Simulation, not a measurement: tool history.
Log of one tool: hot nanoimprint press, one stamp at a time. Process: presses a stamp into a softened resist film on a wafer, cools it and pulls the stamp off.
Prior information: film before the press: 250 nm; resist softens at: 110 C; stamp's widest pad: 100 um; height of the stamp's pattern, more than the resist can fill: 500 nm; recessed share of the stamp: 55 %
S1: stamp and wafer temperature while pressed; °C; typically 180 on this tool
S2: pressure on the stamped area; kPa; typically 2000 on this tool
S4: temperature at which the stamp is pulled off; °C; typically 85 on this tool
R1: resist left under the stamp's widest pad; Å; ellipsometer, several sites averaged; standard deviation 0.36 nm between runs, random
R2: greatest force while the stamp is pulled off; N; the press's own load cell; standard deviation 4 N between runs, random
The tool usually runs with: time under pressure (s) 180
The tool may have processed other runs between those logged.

run 1 hour=0.0 | S1=180 S2=2000 time_under_pressure_(s)=180 S4=85 | R1=1020 R2=196
run 2 hour=35.2 | S1=180 S2=2000 time_under_pressure_(s)=180 S4=90 | R1=1019 R2=162
run 3 hour=69.0 | S1=180 S2=2000 time_under_pressure_(s)=180 S4=90 | R1=1020 R2=167
run 4 hour=88.3 | S1=180 S2=2000 time_under_pressure_(s)=180 S4=90 | R1=1018 R2=172
-- hour=105.6 plate thermocouple calibrated
run 5 hour=110.1 | S1=180 S2=2000 time_under_pressure_(s)=180 S4=90 | R1=1015 R2=165
run 6 hour=138.8 | S1=180 S2=1460 time_under_pressure_(s)=180 S4=90 | R1=1207 R2=164
run 7 hour=172.4 | S1=180 S2=1460 time_under_pressure_(s)=180 S4=90 | R1=1209 R2=169
run 8 hour=196.5 | S1=171 S2=2000 time_under_pressure_(s)=180 S4=85 | R1=1467 R2=196
run 9 hour=217.6 | S1=171 S2=2000 time_under_pressure_(s)=180 S4=85 | R1=1460 R2=201
run 10 hour=255.6 | S1=180 S2=2000 time_under_pressure_(s)=180 S4=73 | R1=1002 R2=267
run 11 hour=295.5 | S1=180 S2=2000 time_under_pressure_(s)=180 S4=73 | R1=994 R2=264
run 12 hour=330.7 | S1=180 S2=2000 time_under_pressure_(s)=180 S4=73 | R1=995 R2=254
run 13 hour=348.4 | S1=180 S2=2000 time_under_pressure_(s)=180 S4=73 | R1=996 R2=268
-- hour=364.5 gauge calibrated
run 14 hour=370.3 | S1=180 S2=2000 time_under_pressure_(s)=180 S4=73 | R1=1020 R2=251
run 15 hour=395.6 | S1=180 S2=1870 time_under_pressure_(s)=180 S4=85 | R1=1058 R2=199
run 16 hour=419.6 | S1=180 S2=2000 time_under_pressure_(s)=180 S4=85 | R1=1022 R2=196
run 17 hour=456.5 | S1=180 S2=2000 time_under_pressure_(s)=180 S4=85 | R1=1017 R2=198
run 18 hour=475.3 | S1=180 S2=2000 time_under_pressure_(s)=172 S4=81 | R1=1027 R2=222
run 19 hour=508.5 | S1=180 S2=2480 time_under_pressure_(s)=188 S4=85 | R1=874 R2=204
run 20 hour=526.7 | S1=186 S2=2480 time_under_pressure_(s)=179 S4=73 | R1=688 R2=259
run 21 hour=544.4 | S1=169 S2=2000 time_under_pressure_(s)=173 S4=91 | R1=1601 R2=169
-- hour=553.4 stamp cleaned and given a new release coat
run 22 hour=585.6 | S1=172 S2=2000 time_under_pressure_(s)=95 S4=83 | R1=1656 R2=207

Run 23 has not been measured yet. What should we expect?
run 23 hour=624.7 | S1=181 S2=2000 time_under_pressure_(s)=95 S4=91 | R1=? R2=?

Logged for run 23: R1 1185 Å, R2 159 N.
Had the tool carried no hidden state, the very same run would have given R1 1207 Å, R2 159 N.
